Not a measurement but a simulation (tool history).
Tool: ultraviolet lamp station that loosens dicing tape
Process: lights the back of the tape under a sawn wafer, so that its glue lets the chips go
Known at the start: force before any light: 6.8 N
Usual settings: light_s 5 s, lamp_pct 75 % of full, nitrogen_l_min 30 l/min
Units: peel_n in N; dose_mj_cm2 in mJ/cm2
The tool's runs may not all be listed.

run 1 hour=0 | light_s=5 lamp_pct=75 nitrogen_l_min=30 | peel_n=0.479 dose_mj_cm2=375
run 2 hour=69.5 | light_s=5 lamp_pct=75 nitrogen_l_min=30 | peel_n=0.517 dose_mj_cm2=371
run 3 hour=120.2 | light_s=5 lamp_pct=75 nitrogen_l_min=30 | peel_n=0.521 dose_mj_cm2=365
run 4 hour=189.2 | light_s=5 lamp_pct=75 nitrogen_l_min=30 | peel_n=0.567 dose_mj_cm2=357
run 5 hour=231.9 | light_s=5 lamp_pct=75 nitrogen_l_min=10 | peel_n=1.286 dose_mj_cm2=352
run 6 hour=270.4 | light_s=5 lamp_pct=75 nitrogen_l_min=10 | peel_n=1.319 dose_mj_cm2=356
run 7 hour=322.7 | light_s=5 lamp_pct=75 nitrogen_l_min=30 | peel_n=0.592 dose_mj_cm2=345
run 8 hour=351.8 | light_s=5 lamp_pct=84 nitrogen_l_min=30 | peel_n=0.467 dose_mj_cm2=380
run 9 hour=405.4 | light_s=5 lamp_pct=84 nitrogen_l_min=30 | peel_n=0.475 dose_mj_cm2=372
run 10 hour=447.1 | light_s=5 lamp_pct=84 nitrogen_l_min=30 | peel_n=0.495 dose_mj_cm2=374
run 11 hour=484 | light_s=6 lamp_pct=75 nitrogen_l_min=30 | peel_n=0.432 dose_mj_cm2=391
run 12 hour=519.4 | light_s=6 lamp_pct=75 nitrogen_l_min=30 | peel_n=0.44 dose_mj_cm2=391
-- hour=523.7 window cleaned of glue's vapour
run 13 hour=570.9 | light_s=6 lamp_pct=75 nitrogen_l_min=30 | peel_n=0.481 dose_mj_cm2=375
run 14 hour=601.7 | light_s=6 lamp_pct=75 nitrogen_l_min=30 | peel_n=0.496 dose_mj_cm2=377
run 15 hour=642.6 | light_s=5 lamp_pct=75 nitrogen_l_min=30 | peel_n=0.759 dose_mj_cm2=311
run 16 hour=700.1 | light_s=5 lamp_pct=75 nitrogen_l_min=30 | peel_n=0.764 dose_mj_cm2=307
run 17 hour=733.5 | light_s=5 lamp_pct=75 nitrogen_l_min=30 | peel_n=0.783 dose_mj_cm2=301
run 18 hour=773.6 | light_s=5 lamp_pct=75 nitrogen_l_min=30 | peel_n=0.818 dose_mj_cm2=297
run 19 hour=817.6 | light_s=5 lamp_pct=75 nitrogen_l_min=17 | peel_n=1.227 dose_mj_cm2=295
run 20 hour=876.1 | light_s=5 lamp_pct=75 nitrogen_l_min=17 | peel_n=1.269 dose_mj_cm2=289
-- hour=881 window cleaned of glue's vapour, once more
run 21 hour=921.4 | light_s=5 lamp_pct=75 nitrogen_l_min=17 | peel_n=0.915 dose_mj_cm2=349
run 22 hour=951 | light_s=2 lamp_pct=73 nitrogen_l_min=17 | peel_n=3.196 dose_mj_cm2=133
run 23 hour=1018 | light_s=2 lamp_pct=73 nitrogen_l_min=17 | peel_n=3.113 dose_mj_cm2=133
run 24 hour=1061.1 | light_s=9 lamp_pct=90 nitrogen_l_min=21 | peel_n=0.17 dose_mj_cm2=713
run 25 hour=1123.4 | light_s=7 lamp_pct=77 nitrogen_l_min=38 | peel_n=0.239 dose_mj_cm2=465
run 26 hour=1172.5 | light_s=8 lamp_pct=63 nitrogen_l_min=41 | peel_n=0.283 dose_mj_cm2=431
run 27 hour=1232.2 | light_s=3 lamp_pct=68 nitrogen_l_min=47 | peel_n=1.58 dose_mj_cm2=169
run 28 hour=1292.2 | light_s=10 lamp_pct=88 nitrogen_l_min=47 | peel_n=0.119 dose_mj_cm2=721
run 29 hour=1355.2 | light_s=5 lamp_pct=76 nitrogen_l_min=14 | peel_n=1.278 dose_mj_cm2=305
run 30 hour=1406.7 | light_s=5 lamp_pct=76 nitrogen_l_min=14 | peel_n=1.294 dose_mj_cm2=305
run 31 hour=1441.1 | light_s=5 lamp_pct=76 nitrogen_l_min=14 | peel_n=1.316 dose_mj_cm2=304
run 32 hour=1487.9 | light_s=5 lamp_pct=76 nitrogen_l_min=14 | peel_n=1.38 dose_mj_cm2=300
-- hour=1544.9 window cleaned of glue's vapour
run 33 hour=1547.4 | light_s=4 lamp_pct=77 nitrogen_l_min=30 | peel_n=1.064 dose_mj_cm2=263
run 34 hour=1590.2 | light_s=4 lamp_pct=77 nitrogen_l_min=30 | peel_n=1.056 dose_mj_cm2=262
run 35 hour=1640.7 | light_s=5 lamp_pct=68 nitrogen_l_min=40 | peel_n=0.736 dose_mj_cm2=281
-- hour=1682.8 lamp changed
run 36 hour=1704.6 | light_s=6 lamp_pct=69 nitrogen_l_min=13 | peel_n=0.73 dose_mj_cm2=439
run 37 hour=1757.8 | light_s=6 lamp_pct=69 nitrogen_l_min=13 | peel_n=0.738 dose_mj_cm2=433
run 38 hour=1803.8 | light_s=7 lamp_pct=61 nitrogen_l_min=30 | peel_n=0.346 dose_mj_cm2=447
run 39 hour=1844.3 | light_s=7 lamp_pct=61 nitrogen_l_min=51 | peel_n=0.228 dose_mj_cm2=439
run 40 hour=1877.2 | light_s=9 lamp_pct=69 nitrogen_l_min=30 | peel_n=0.161 dose_mj_cm2=629

Forecast run 41:
run 41 hour=1936.7 | light_s=9 lamp_pct=69 nitrogen_l_min=30 | peel_n=? dose_mj_cm2=?

peel_n: 0.156 N
dose_mj_cm2: 616 mJ/cm2
Without the tool's hidden state the same run would have given peel_n 0.131 N, dose_mj_cm2 684 mJ/cm2.

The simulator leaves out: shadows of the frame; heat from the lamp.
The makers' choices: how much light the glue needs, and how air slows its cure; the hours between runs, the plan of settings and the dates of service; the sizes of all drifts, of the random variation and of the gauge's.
